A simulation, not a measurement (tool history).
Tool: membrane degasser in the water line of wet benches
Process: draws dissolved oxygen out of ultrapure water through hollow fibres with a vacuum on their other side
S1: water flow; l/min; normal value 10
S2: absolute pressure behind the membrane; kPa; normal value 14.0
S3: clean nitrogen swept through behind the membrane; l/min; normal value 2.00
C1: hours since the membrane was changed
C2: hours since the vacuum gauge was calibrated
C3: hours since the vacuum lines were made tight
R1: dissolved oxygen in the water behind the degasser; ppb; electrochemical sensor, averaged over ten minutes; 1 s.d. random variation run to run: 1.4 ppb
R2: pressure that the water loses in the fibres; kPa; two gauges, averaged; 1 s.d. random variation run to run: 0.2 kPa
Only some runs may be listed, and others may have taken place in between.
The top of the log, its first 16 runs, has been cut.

run 17 hour=3396.0 | S1=13 S2=14.0 S3=2.00 | C1=6392 C2=1437 C3=3786 | R1=194.5 R2=57.05
run 18 hour=3614.8 | S1=6 S2=22.0 S3=1.65 | C1=6611 C2=1656 C3=4005 | R1=169.6 R2=25.99
run 19 hour=3862.2 | S1=14 S2=29.2 S3=4.77 | C1=6858 C2=1903 C3=4252 | R1=222.9 R2=61.99
run 20 hour=4056.9 | S1=14 S2=17.6 S3=0.92 | C1=7053 C2=2098 C3=4447 | R1=520.0 R2=61.33
run 21 hour=4213.2 | S1=13 S2=14.2 S3=3.89 | C1=7209 C2=2254 C3=4603 | R1=116.2 R2=57.83
run 22 hour=4481.6 | S1=10 S2=14.0 S3=1.38 | C1=7477 C2=2522 C3=4872 | R1=191.0 R2=44.41
-- hour=4502.2 seals of the vacuum lines changed
run 23 hour=4716.9 | S1=10 S2=14.0 S3=1.38 | C1=7711 C2=2756 C3=215 | R1=189.6 R2=44.47
run 24 hour=4913.3 | S1=10 S2=21.6 S3=2.00 | C1=7907 C2=2952 C3=411 | R1=221.6 R2=44.78
run 25 hour=5126.7 | S1=10 S2=21.6 S3=2.00 | C1=8121 C2=3165 C3=625 | R1=224.5 R2=44.39
-- hour=5160.3 vacuum gauge calibrated
run 26 hour=5376.4 | S1=10 S2=21.6 S3=4.54 | C1=8370 C2=216 C3=874 | R1=105.4 R2=44.87
run 27 hour=5512.4 | S1=11 S2=15.9 S3=2.72 | C1=8506 C2=352 C3=1010 | R1=132.7 R2=48.80
run 28 hour=5779.6 | S1=11 S2=15.9 S3=2.72 | C1=8773 C2=619 C3=1277 | R1=137.3 R2=49.36
run 29 hour=6042.9 | S1=11 S2=15.9 S3=2.72 | C1=9036 C2=883 C3=1540 | R1=137.9 R2=49.21
run 30 hour=6286.2 | S1=7 S2=32.4 S3=5.64 | C1=9280 C2=1126 C3=1783 | R1=90.1 R2=31.18

What will run 31 give?
run 31 hour=6455.6 | S1=7 S2=9.2 S3=2.65 | C1=9449 C2=1295 C3=1953 | R1=? R2=?

{"run 31": {"R1": 40.2, "R2": 31.53}}
With no hidden state in the tool, this same run would have given R1 40.1 ppb, R2 30.61 kPa.

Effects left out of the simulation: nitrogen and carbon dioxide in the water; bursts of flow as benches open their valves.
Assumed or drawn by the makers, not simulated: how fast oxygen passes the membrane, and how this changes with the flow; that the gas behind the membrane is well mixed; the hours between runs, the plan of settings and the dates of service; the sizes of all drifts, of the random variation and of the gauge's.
